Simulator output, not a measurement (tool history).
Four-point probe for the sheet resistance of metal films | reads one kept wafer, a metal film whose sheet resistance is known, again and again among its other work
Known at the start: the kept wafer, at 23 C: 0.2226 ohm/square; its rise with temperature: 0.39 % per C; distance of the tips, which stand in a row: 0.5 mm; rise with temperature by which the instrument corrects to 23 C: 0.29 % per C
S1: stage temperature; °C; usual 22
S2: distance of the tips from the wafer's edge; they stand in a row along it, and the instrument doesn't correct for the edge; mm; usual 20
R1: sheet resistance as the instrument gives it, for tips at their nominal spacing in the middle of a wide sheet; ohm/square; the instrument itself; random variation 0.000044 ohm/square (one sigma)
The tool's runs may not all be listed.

run,day,S1,S2,R1
1,0.000,22,20,0.222423
2,2.942,22,20,0.222511
3,5.246,22,20,0.222561
4,8.154,22,20,0.222640
5,11.588,22,20,0.222615
6,13.492,22,20,0.222663
7,16.688,22,20,0.222696
8,19.425,22,20,0.222788
9,21.612,22,20,0.222854
10,23.329,19,20,0.222187
11,26.708,19,20,0.222193
12,29.675,19,20,0.222272
13,31.967,30,32,0.224764
14,35.183,24,7,0.224010
15,37.338,18,33,0.222111
16,39.242,26,15,0.224102
17,42.096,26,15,0.224094
18,45.283,32,21,0.225409
19,47.083,29,29,0.224691
# day 48.254: new probe head fitted
20,49.479,26,6,0.224063
21,51.475,27,33,0.223549

Run 22 comes next. What will it give?
22,54.879,27,33,?

R1: 0.223483 ohm/square
Without the tool's hidden state the same run would have given R1 0.223464 ohm/square.

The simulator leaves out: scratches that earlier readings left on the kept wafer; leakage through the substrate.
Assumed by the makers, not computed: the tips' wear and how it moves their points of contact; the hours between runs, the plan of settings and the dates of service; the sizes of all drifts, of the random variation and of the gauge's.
